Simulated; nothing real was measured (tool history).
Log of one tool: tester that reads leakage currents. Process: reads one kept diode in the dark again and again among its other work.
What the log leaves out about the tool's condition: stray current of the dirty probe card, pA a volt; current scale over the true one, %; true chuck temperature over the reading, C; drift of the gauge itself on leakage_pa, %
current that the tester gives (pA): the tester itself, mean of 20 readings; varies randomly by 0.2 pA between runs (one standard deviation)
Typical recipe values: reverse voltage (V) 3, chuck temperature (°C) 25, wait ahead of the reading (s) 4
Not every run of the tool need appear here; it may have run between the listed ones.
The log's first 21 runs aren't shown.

| run | hour | reverse voltage (V) | chuck temperature (°C) | wait ahead of the reading (s) | hours of work since the probe card was cleaned | hours of work since the tester was calibrated | hours of work since the chuck was calibrated | current that the tester gives (pA) |
|---|---|---|---|---|---|---|---|---|
| 22 | 3189 | 7.85 | 42 | 4 | 3644 | 2505 | 144 | 544.58 |
|  | 3335.7 | chuck's temperature calibrated, once more |
| 23 | 3364.2 | 1.63 | 46 | 6.8 | 3716 | 2577 | 12 | 426.48 |
| 24 | 3463.8 | 7.96 | 57 | 0.45 | 3757 | 2618 | 53 | 1723.09 |
| 25 | 3635 | 7.96 | 57 | 0.45 | 3828 | 2690 | 125 | 1723.51 |
| 26 | 3746.9 | 2.48 | 57 | 4.83 | 3875 | 2736 | 171 | 1109.7 |
| 27 | 3876.4 | 1.02 | 23 | 1.09 | 3929 | 2790 | 225 | 55.87 |
| 28 | 3971.3 | 1.02 | 23 | 1.09 | 3968 | 2830 | 264 | 55.75 |
|  | 4015.1 | probe card cleaned and baked |
| 29 | 4113 | 1.02 | 43 | 1.2 | 41 | 2887 | 322 | 282.52 |
| 30 | 4331.9 | 1.02 | 43 | 1.2 | 132 | 2978 | 413 | 281.65 |
| 31 | 4451.1 | 4.76 | 36 | 1.97 | 181 | 3028 | 463 | 288.11 |
| 32 | 4618.5 | 15.84 | 22 | 1.97 | 251 | 3098 | 533 | 140.53 |
| 33 | 4815.7 | 15.84 | 53 | 1.97 | 333 | 3180 | 615 | 1648.51 |
| 34 | 4918.1 | 1.08 | 53 | 9.05 | 376 | 3222 | 657 | 605.65 |
| 35 | 5115.5 | 1.08 | 53 | 9.05 | 458 | 3305 | 739 | 606.09 |
| 36 | 5254.2 | 3 | 57 | 4 | 516 | 3362 | 797 | 1179.08 |
| 37 | 5425.8 | 3.55 | 42 | 0.61 | 587 | 3434 | 868 | 415.44 |
| 38 | 5605.5 | 3.55 | 42 | 0.61 | 662 | 3508 | 943 | 413.65 |

3 options for the next run, each taken on its own from the tool as it stands now. Forecast them:
| A | 5701.2 | 3.55 | 56 | 0.61 | 702 | 3548 | 983 | ? |
| B | 5701.2 | 10.51 | 38 | 1.48 | 702 | 3548 | 983 | ? |
| C | 5701.2 | 3.55 | 49 | 0.55 | 702 | 3548 | 983 | ? |

| run | current that the tester gives (pA) |
|---|---|
| A | 1170.04 |
| B | 452.96 |
| C | 700.27 |
Stripped of hidden state, with their random variation kept, the same runs would have yielded:
| run | current that the tester gives (pA) |
|---|---|
| A | 1186.74 |
| B | 458.8 |
| C | 710.82 |
